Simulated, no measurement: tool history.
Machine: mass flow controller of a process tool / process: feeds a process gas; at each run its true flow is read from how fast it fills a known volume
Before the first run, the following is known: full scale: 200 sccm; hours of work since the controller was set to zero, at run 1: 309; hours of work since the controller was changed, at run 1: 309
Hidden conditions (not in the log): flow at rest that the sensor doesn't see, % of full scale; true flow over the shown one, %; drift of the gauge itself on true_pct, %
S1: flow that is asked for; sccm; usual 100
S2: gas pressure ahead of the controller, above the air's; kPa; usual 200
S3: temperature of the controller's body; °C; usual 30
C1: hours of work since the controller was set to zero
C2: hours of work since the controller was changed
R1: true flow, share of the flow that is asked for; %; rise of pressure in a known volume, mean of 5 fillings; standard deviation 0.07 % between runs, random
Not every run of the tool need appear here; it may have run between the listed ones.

| run | hour | S1 | S2 | S3 | C1 | C2 | R1 |
|---|---|---|---|---|---|---|---|
| 1 | 0 | 100 | 200 | 30 | 309 | 309 | 98.69 |
| 2 | 203.1 | 100 | 200 | 30 | 444 | 444 | 98.76 |
| 3 | 383.3 | 100 | 200 | 30 | 564 | 564 | 98.9 |
| 4 | 593.4 | 100 | 200 | 30 | 703 | 703 | 98.92 |
| 5 | 775.7 | 100 | 200 | 30 | 824 | 824 | 98.88 |
| 6 | 942.6 | 100 | 200 | 30 | 935 | 935 | 98.93 |

Run 7, settings as shown, results not yet in. Your forecast:
| 7 | 1128.5 | 177 | 207 | 30 | 1059 | 1059 | ? |

Logged for run 7: R1 100.3 %.
Had the tool carried no hidden state, the very same run would have given R1 100.07 %.
